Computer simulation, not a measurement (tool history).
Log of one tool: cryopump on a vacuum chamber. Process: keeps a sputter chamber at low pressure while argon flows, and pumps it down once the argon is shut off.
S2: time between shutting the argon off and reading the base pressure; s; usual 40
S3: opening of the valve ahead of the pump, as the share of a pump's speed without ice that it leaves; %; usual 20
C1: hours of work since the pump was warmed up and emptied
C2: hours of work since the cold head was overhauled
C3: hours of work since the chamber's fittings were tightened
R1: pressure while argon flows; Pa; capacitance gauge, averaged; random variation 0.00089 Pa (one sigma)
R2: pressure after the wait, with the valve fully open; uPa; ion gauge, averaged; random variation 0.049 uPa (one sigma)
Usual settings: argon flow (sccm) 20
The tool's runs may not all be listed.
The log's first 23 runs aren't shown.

{"run": 24, "hour": 546.4, "argon flow (sccm)": 38, "S2": 227, "S3": 20, "C1": 389, "C2": 834, "C3": 1421, "R1": 0.3716, "R2": 2.54}
{"run": 25, "hour": 570.3, "argon flow (sccm)": 16, "S2": 147, "S3": 47, "C1": 406, "C2": 850, "C3": 1437, "R1": 0.0727, "R2": 2.9}
{"run": 26, "hour": 588.4, "argon flow (sccm)": 22, "S2": 126, "S3": 47, "C1": 418, "C2": 862, "C3": 1449, "R1": 0.0988, "R2": 2.98}
{"run": 27, "hour": 618.1, "argon flow (sccm)": 22, "S2": 126, "S3": 47, "C1": 438, "C2": 883, "C3": 1470, "R1": 0.1006, "R2": 3.02}
{"hour": 630.0, "done": "pump warmed up, emptied and cooled again"}
{"run": 28, "hour": 647.2, "argon flow (sccm)": 22, "S2": 126, "S3": 47, "C1": 12, "C2": 899, "C3": 1486, "R1": 0.0884, "R2": 2.6}
{"run": 29, "hour": 664.5, "argon flow (sccm)": 22, "S2": 126, "S3": 32, "C1": 24, "C2": 911, "C3": 1498, "R1": 0.1292, "R2": 2.57}
{"run": 30, "hour": 687.9, "argon flow (sccm)": 22, "S2": 126, "S3": 32, "C1": 40, "C2": 927, "C3": 1514, "R1": 0.1293, "R2": 2.59}
{"run": 31, "hour": 716.9, "argon flow (sccm)": 38, "S2": 246, "S3": 42, "C1": 59, "C2": 947, "C3": 1534, "R1": 0.1714, "R2": 2.28}
{"run": 32, "hour": 738.8, "argon flow (sccm)": 15, "S2": 40, "S3": 20, "C1": 74, "C2": 962, "C3": 1549, "R1": 0.1413, "R2": 4.46}
{"run": 33, "hour": 759.1, "argon flow (sccm)": 13, "S2": 60, "S3": 36, "C1": 88, "C2": 976, "C3": 1563, "R1": 0.0687, "R2": 3.53}
{"run": 34, "hour": 788.6, "argon flow (sccm)": 13, "S2": 60, "S3": 36, "C1": 108, "C2": 996, "C3": 1583, "R1": 0.0698, "R2": 3.64}

Forecast each of these 4 alternatives for the next run:
{"run": "A", "hour": 811.5, "argon flow (sccm)": 13, "S2": 153, "S3": 37, "C1": 124, "C2": 1011, "C3": 1598, "R1": "?", "R2": "?"}
{"run": "B", "hour": 811.5, "argon flow (sccm)": 12, "S2": 60, "S3": 30, "C1": 124, "C2": 1011, "C3": 1598, "R1": "?", "R2": "?"}
{"run": "C", "hour": 811.5, "argon flow (sccm)": 13, "S2": 40, "S3": 20, "C1": 124, "C2": 1011, "C3": 1598, "R1": "?", "R2": "?"}
{"run": "D", "hour": 811.5, "argon flow (sccm)": 20, "S2": 60, "S3": 20, "C1": 124, "C2": 1011, "C3": 1598, "R1": "?", "R2": "?"}

run=A R1=0.0671 R2=2.62
run=B R1=0.0760 R2=3.69
run=C R1=0.1226 R2=4.61
run=D R1=0.1886 R2=3.62
Without the tool's hidden state the same runs would have given:
run=A R1=0.0650 R2=1.02
run=B R1=0.0740 R2=2.07
run=C R1=0.1205 R2=2.98
run=D R1=0.1852 R2=2.05

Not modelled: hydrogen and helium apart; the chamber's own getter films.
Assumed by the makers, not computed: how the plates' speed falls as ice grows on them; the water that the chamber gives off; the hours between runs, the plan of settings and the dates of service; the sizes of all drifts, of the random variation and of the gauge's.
